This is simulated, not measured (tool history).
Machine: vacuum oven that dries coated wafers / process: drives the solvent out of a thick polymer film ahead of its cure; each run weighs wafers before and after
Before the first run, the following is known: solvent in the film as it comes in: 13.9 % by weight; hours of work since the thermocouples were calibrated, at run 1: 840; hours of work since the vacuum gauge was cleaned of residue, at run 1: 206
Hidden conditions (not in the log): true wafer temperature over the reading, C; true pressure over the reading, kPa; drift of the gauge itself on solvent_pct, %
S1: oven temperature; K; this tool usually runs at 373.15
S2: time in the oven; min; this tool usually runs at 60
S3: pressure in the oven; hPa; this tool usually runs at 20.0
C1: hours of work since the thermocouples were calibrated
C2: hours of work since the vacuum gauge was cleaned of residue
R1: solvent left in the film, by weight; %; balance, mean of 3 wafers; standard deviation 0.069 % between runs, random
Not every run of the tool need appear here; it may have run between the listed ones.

run   hour      S1  S2    S3   C1   C2    R1
  1    0.0  373.15  60  20.0  840  206  4.93
  2   12.9  373.15  60  20.0  850  216  5.06
  3   23.3  373.15  60  20.0  858  224  5.06
  4   33.4  385.15  60  20.0  866  231  2.98
  5   47.7  367.15  60  20.0  877  242  6.70
  6   58.9  373.15  39  20.0  885  251  6.05
      61.6  -- oven's thermocouples calibrated
  7   73.8  373.15  39  20.0    9  261  6.00
  8   86.7  363.15  60  20.0   19  271  7.80
  9   93.3  359.15  60  20.0   24  276  8.81
 10  103.4  378.15  60  20.0   32  283  4.23
 11  116.6  373.15  60  20.0   42  294  5.08
 12  123.2  374.15  49  27.9   47  299  6.79
 13  138.9  374.15  49  27.9   59  311  6.76
     145.0  -- oven's thermocouples calibrated, once more
 14  151.2  366.15  63  18.4    5  318  6.05
 15  158.5  367.15  64  21.6   10  324  6.61
 16  166.8  383.15  60  28.1   17  330  4.42
 17  173.8  383.15  60  28.1   22  336  4.33
 18  186.3  383.15  60  28.1   32  345  4.46
 19  193.8  383.15  60  28.1   37  351  4.35
 20  206.0  386.15  82  62.0   47  360  8.34
 21  222.1  386.15  82  62.0   59  373  8.35

Consider 5 possible next runs. They are alternatives, not a sequence: every one starts from the tool as it was left by run 21. What does each give?
  A  229.3  374.15  82  36.3  65  378   ?
  B  229.3  371.15  82  70.4  65  378   ?
  C  229.3  361.15  41  32.2  65  378   ?
  D  229.3  386.15  82  17.9  65  378   ?
  E  229.3  362.15  63  18.9  65  378   ?

run     R1
  A   7.65
  B  13.73
  C  11.69
  D   2.55
  E   7.28
Without the tool's unlogged condition, the same runs would have read:
run     R1
  A   7.52
  B  13.73
  C  11.54
  D   2.43
  E   7.08
